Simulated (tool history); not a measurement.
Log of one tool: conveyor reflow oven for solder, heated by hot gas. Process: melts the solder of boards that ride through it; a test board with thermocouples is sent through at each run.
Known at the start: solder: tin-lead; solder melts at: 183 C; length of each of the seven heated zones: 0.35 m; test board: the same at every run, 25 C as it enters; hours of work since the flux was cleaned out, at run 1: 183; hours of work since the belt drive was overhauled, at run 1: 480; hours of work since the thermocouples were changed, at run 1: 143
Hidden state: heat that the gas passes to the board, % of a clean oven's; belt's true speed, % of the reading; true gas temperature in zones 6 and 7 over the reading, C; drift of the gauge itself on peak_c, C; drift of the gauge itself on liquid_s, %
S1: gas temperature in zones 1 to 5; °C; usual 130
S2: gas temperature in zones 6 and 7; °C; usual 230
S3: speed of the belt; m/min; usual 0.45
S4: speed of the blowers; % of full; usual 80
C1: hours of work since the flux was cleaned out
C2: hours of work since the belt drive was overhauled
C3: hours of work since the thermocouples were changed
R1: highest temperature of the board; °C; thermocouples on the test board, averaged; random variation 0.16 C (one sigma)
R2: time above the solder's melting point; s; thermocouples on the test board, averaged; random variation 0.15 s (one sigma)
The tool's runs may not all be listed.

run    hour   S1   S2     S3  S4   C1   C2   C3     R1    R2
  1       0  130  230   0.45  80  183  480  143  217.7    70
  2    45.6  130  239   0.45  80  204  501  165    226  76.4
  3   104.6  130  230   0.45  80  232  529  192  217.3  69.8
  4     197  130  230   0.45  80  275  572  235  217.2  69.4
  5   277.6  130  230   0.45  80  312  610  273  216.9  69.4
  6   354.6  130  230   0.45  80  348  645  309  216.5  69.5
  7   408.5  130  230   0.45  80  374  671  334  216.5  68.8
      475.2  -- flux residue cleaned out of gas plates and filters
  8   498.4  130  230   0.45  80   11  710  373  218.3  71.7
  9   544.1  130  230   0.45  80   32  731  395  218.3  71.5
      554.1  -- belt drive overhauled, speed set with a stopwatch
 10   645.7  130  230   0.45  80   78   43  440  218.1    72
 11   688.9  130  230   0.45  80   98   63  460  218.1  71.8
 12   777.5  130  230   0.45  86  139  104  502  218.7  72.7
        787  -- belt drive overhauled, speed set with a stopwatch, once more
 13   859.2  130  230   0.45  80  175   34  538  216.8  68.1
 14   908.9  130  237   0.45  80  199   57  561  223.1  73.6
 15   988.7  130  237   0.45  80  236   94  598  222.6  73.3
 16  1071.5  130  237   0.45  80  274  133  637  222.8    73
 17    1168  130  230   0.45  52  319  178  682  211.6  61.2
 18  1256.4  130  230  0.371  80  361  219  723  220.2  88.5
 19  1299.9  130  230  0.432  80  381  239  744  216.8    71
     1354.3  -- flux residue cleaned out of gas plates and filters
 20  1374.6  120  230   0.45  80    9  272  776  216.6  65.4
 21  1415.7  131  222   0.45  77   29  291  795    210  62.8
 22  1485.5  131  222   0.45  77   61  323  828  209.8  62.7
     1500.8  -- thermocouples of zones 6 and 7 changed
 23  1527.9  131  222   0.45  77   80  342   13  211.4  64.1
 24  1581.6  130  239   0.45  80  105  367   38  227.1  77.2
 25  1644.8  130  239   0.45  80  135  397   67    227  76.9
 26  1692.5  121  220  0.458  79  157  419   89  207.7  55.2
 27  1734.4  130  222  0.496  80  176  439  109  208.4  53.9
 28  1821.8  123  230  0.486  63  217  479  150    212  55.8
 29  1863.4  130  230  0.412  80  237  499  169  220.5  79.5

How the hidden state differs across the entries between the runs, from the last listed run before each to the first after it:
Between runs 7 and 8: flux residue cleaned out of gas plates and filters (hour 475.2)
  heat that the gas passes to the board, % of a clean oven's: 89.8 -> 99.3; belt's true speed, % of the reading: 98.01 -> 97.91; true gas temperature in zones 6 and 7 over the reading, C: -1.12 -> -1.17
  measured less the result without the state, R1: -2.7 -> -0.7 °C; R2: -1.6 -> +1.1 s
Between runs 9 and 10: belt drive overhauled, speed set with a stopwatch (hour 554.1)
  heat that the gas passes to the board, % of a clean oven's: 98.7 -> 97.4; belt's true speed, % of the reading: 97.85 -> 96.96; true gas temperature in zones 6 and 7 over the reading, C: -1.2 -> -1.27
  measured less the result without the state, R1: -0.8 -> -1 °C; R2: +1 -> +1.6 s
Between runs 12 and 13: belt drive overhauled, speed set with a stopwatch, once more (hour 787)
  heat that the gas passes to the board, % of a clean oven's: 95.8 -> 94.8; belt's true speed, % of the reading: 96.8 -> 99.94; true gas temperature in zones 6 and 7 over the reading, C: -1.35 -> -1.4
  measured less the result without the state, R1: -1.3 -> -2.3 °C; R2: +1.3 -> -2.3 s
Between runs 19 and 20: flux residue cleaned out of gas plates and filters (hour 1354.3)
  heat that the gas passes to the board, % of a clean oven's: 89.2 -> 99.5; belt's true speed, % of the reading: 99.33 -> 99.24; true gas temperature in zones 6 and 7 over the reading, C: -1.69 -> -1.74
  measured less the result without the state, R1: -3.6 -> -1.5 °C; R2: -3.5 -> -0.7 s
Between runs 22 and 23: thermocouples of zones 6 and 7 changed (hour 1500.8)
  heat that the gas passes to the board, % of a clean oven's: 98.1 -> 97.7; belt's true speed, % of the reading: 99.09 -> 99.03; true gas temperature in zones 6 and 7 over the reading, C: -1.81 -> 0
  measured less the result without the state, R1: -1.8 -> -0.2 °C; R2: -1.4 -> +0.2 s

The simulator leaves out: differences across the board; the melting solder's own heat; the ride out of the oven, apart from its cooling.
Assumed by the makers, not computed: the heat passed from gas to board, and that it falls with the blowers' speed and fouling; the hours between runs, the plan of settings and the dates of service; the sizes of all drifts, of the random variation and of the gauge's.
